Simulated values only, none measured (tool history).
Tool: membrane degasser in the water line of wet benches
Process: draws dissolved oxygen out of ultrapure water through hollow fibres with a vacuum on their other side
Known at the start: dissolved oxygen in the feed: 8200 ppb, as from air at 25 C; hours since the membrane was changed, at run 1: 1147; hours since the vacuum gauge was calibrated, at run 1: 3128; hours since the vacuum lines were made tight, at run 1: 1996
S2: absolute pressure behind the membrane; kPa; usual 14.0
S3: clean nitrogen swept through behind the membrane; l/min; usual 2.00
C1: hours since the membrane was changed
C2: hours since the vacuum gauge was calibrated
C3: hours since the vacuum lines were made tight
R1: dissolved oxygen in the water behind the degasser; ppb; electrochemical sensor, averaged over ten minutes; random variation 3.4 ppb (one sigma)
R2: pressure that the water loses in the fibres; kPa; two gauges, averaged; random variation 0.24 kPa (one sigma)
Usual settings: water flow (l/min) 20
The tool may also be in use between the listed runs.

run 1 hour=0.0 | water_flow_(l/min)=20 S2=14.0 S3=2.00 | C1=1147 C2=3128 C3=1996 | R1=346.5 R2=65.42
run 2 hour=126.8 | water_flow_(l/min)=20 S2=14.0 S3=2.00 | C1=1274 C2=3255 C3=2123 | R1=354.2 R2=64.84
run 3 hour=297.8 | water_flow_(l/min)=20 S2=14.0 S3=2.00 | C1=1445 C2=3426 C3=2294 | R1=345.7 R2=65.19
run 4 hour=509.9 | water_flow_(l/min)=20 S2=14.0 S3=2.15 | C1=1657 C2=3638 C3=2506 | R1=333.8 R2=64.99
run 5 hour=639.5 | water_flow_(l/min)=20 S2=14.0 S3=2.15 | C1=1787 C2=3768 C3=2636 | R1=340.7 R2=65.13
run 6 hour=835.1 | water_flow_(l/min)=20 S2=14.0 S3=2.00 | C1=1982 C2=3963 C3=2831 | R1=353.8 R2=65.86
-- hour=959.1 vacuum gauge calibrated
run 7 hour=975.9 | water_flow_(l/min)=20 S2=14.0 S3=2.00 | C1=2123 C2=17 C3=2972 | R1=352.3 R2=66.04
run 8 hour=1137.8 | water_flow_(l/min)=13 S2=14.0 S3=2.00 | C1=2284 C2=179 C3=3133 | R1=186.4 R2=42.55
run 9 hour=1348.9 | water_flow_(l/min)=17 S2=30.1 S3=2.66 | C1=2495 C2=390 C3=3345 | R1=458.2 R2=55.93
run 10 hour=1530.6 | water_flow_(l/min)=17 S2=30.1 S3=2.66 | C1=2677 C2=572 C3=3526 | R1=453.4 R2=55.95
run 11 hour=1618.7 | water_flow_(l/min)=17 S2=29.7 S3=5.15 | C1=2765 C2=660 C3=3614 | R1=271.4 R2=56.30
run 12 hour=1803.3 | water_flow_(l/min)=17 S2=29.7 S3=5.15 | C1=2950 C2=844 C3=3799 | R1=274.7 R2=56.30

Forecast each of these 4 alternatives for the next run:
run A hour=1910.3 | water_flow_(l/min)=17 S2=10.3 S3=2.10 | C1=3057 C2=951 C3=3906 | R1=? R2=?
run B hour=1910.3 | water_flow_(l/min)=12 S2=14.0 S3=1.32 | C1=3057 C2=951 C3=3906 | R1=? R2=?
run C hour=1910.3 | water_flow_(l/min)=20 S2=14.0 S3=1.49 | C1=3057 C2=951 C3=3906 | R1=? R2=?
run D hour=1910.3 | water_flow_(l/min)=21 S2=12.9 S3=1.25 | C1=3057 C2=951 C3=3906 | R1=? R2=?

run=A R1=197.2 R2=56.46
run=B R1=252.0 R2=39.60
run=C R1=434.7 R2=67.04
run=D R1=480.5 R2=69.77
Without the tool's hidden state the same runs would have given:
run=A R1=181.5 R2=54.54
run=B R1=236.5 R2=38.26
run=C R1=409.4 R2=64.76
run=D R1=453.5 R2=67.40
